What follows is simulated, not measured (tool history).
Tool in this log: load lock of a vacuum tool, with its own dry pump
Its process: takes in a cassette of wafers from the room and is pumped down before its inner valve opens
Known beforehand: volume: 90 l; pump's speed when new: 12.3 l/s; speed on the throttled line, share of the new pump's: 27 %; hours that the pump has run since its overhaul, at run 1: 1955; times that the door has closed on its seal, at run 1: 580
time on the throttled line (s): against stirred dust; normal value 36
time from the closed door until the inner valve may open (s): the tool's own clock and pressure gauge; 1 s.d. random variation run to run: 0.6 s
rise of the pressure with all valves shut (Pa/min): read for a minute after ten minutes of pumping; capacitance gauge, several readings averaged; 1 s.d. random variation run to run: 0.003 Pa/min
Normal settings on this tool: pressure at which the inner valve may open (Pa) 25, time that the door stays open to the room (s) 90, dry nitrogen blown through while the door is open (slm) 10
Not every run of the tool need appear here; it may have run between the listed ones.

run	day	time on the throttled line (s)	pressure at which the inner valve may open (Pa)	time that the door stays open to the room (s)	dry nitrogen blown through while the door is open (slm)	hours that the pump has run since its overhaul	times that the door has closed on its seal	incoming humidity of the room's air, %	time from the closed door until the inner valve may open (s)	rise of the pressure with all valves shut (Pa/min)
1	0.000	36	25	90	10	1955	580	49.8	88.5	0.056
2	1.683	36	25	90	10	1995	756	46.6	88.1	0.048
3	4.092	25	25	90	10	2053	1007	43.6	80.0	0.047
4	6.554	25	25	90	10	2112	1264	45.6	80.3	0.051
5	8.738	25	46	90	10	2165	1491	42.7	76.4	0.048
6	12.179	25	46	90	10	2247	1850	47.4	75.6	0.055
7	14.879	25	46	90	10	2312	2131	43.2	76.0	0.050
8	16.625	25	46	90	10	2354	2313	44.4	75.2	0.050
9	18.738	25	46	90	10	2405	2534	42.3	75.9	0.047
10	20.704	25	46	90	10	2452	2738	44.6	74.9	0.051
11	22.854	25	46	90	10	2504	2963	46.8	75.5	0.058
12	26.642	25	46	90	10	2594	3357	44.9	75.5	0.057
13	30.621	25	46	90	10	2690	3772	47.4	76.2	0.055
14	32.625	40	26	170	7	2738	3981	46.3	90.5	0.088
15	34.817	40	26	45	14	2791	4209	46.4	91.3	0.035
16	38.442	43	43	162	10	2878	4587	45.8	91.4	0.075
17	40.162	33	22	46	7	2919	4767	45.7	87.5	0.032
18	42.717	33	22	46	7	2980	5033	45.0	88.1	0.040
19	46.396	33	22	46	7	3068	5416	49.2	86.8	0.041
20	49.075	33	22	46	7	3133	5695	43.6	88.1	0.038
21	52.304	36	25	125	36	3210	6032	45.4	88.1	0.044
22	55.188	36	22	36	10	3279	6333	45.9	89.8	0.033
23	58.083	30	18	159	10	3349	6634	41.9	87.3	0.070
24	60.492	47	18	40	10	3407	6886	44.9	98.6	0.034
25	62.404	47	18	40	10	3453	7085	43.9	99.7	0.031

4 options for the next run, each taken on its own from the tool as it stands now. Forecast them:
A	65.996	57	28	36	10	3539	7459	42.2	?	?
B	65.996	47	23	90	10	3539	7459	47.8	?	?
C	65.996	47	48	40	12	3539	7459	46.1	?	?
D	65.996	31	29	90	10	3539	7459	44.5	?	?

run	time from the closed door until the inner valve may open (s)	rise of the pressure with all valves shut (Pa/min)
A	103.0	0.032
B	97.0	0.059
C	90.7	0.035
D	84.7	0.057
With the hidden condition removed and each run's random variation left untouched, the same runs would have given:
run	time from the closed door until the inner valve may open (s)	rise of the pressure with all valves shut (Pa/min)
A	101.7	0.024
B	95.6	0.051
C	89.4	0.028
D	83.1	0.049
